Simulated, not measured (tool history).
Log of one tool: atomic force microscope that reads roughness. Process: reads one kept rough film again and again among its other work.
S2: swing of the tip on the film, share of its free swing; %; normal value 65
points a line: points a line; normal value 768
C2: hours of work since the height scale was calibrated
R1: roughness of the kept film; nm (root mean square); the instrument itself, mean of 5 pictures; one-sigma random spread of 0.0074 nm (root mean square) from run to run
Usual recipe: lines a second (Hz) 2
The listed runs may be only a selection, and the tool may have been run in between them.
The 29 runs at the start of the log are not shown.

Run 30, hour 1416.7: usual settings but S2 73 %, points a line 586; pictures with this tip 56; C2 150. Result: R1 1.467 nm (root mean square).
At hour 1438.4: height scale calibrated on a step standard, once more.
At hour 1438.9: new tip fitted.
Run 31, hour 1469.8: usual settings but lines a second (Hz) 0.96, S2 73 %, points a line 793; pictures with this tip 31; C2 15. Result: R1 1.612 nm (root mean square).
At hour 1513: new tip fitted.
Run 32, hour 1537.2: usual settings but lines a second (Hz) 0.69, S2 67 %, points a line 754; pictures with this tip 25; C2 49. Result: R1 1.639 nm (root mean square).
At hour 1587.3: new tip fitted.
Run 33, hour 1587.3: usual settings but lines a second (Hz) 0.69, S2 67 %, points a line 754; pictures with this tip 0; C2 74. Result: R1 1.695 nm (root mean square).
Run 34, hour 1619.7: usual settings but lines a second (Hz) 0.69, S2 67 %, points a line 754; pictures with this tip 33; C2 90. Result: R1 1.641 nm (root mean square).
At hour 1661.9: new tip fitted.
Run 35, hour 1671.5: usual settings but lines a second (Hz) 2.62, S2 58 %; pictures with this tip 10; C2 115. Result: R1 1.624 nm (root mean square).
At hour 1734.4: new tip fitted.
Run 36, hour 1734.4: usual settings but lines a second (Hz) 1.3, S2 58 %, points a line 522; pictures with this tip 0; C2 147. Result: R1 1.679 nm (root mean square).
Run 37, hour 1796.8: usual settings but lines a second (Hz) 3.1, S2 71 %, points a line 387; pictures with this tip 64; C2 178. Result: R1 1.449 nm (root mean square).

Run 38 has not been measured yet. What should we expect?
At hour 1806.2: new tip fitted.
Run 38, hour 1842.5: usual settings but S2 57 %, points a line 956; pictures with this tip 37; C2 200. Result: R1 ?.

{"run 38": {"R1": 1.626}}
Were there no unlogged condition in the tool, this run, its random variation unchanged, would have produced R1 1.678 nm (root mean square).
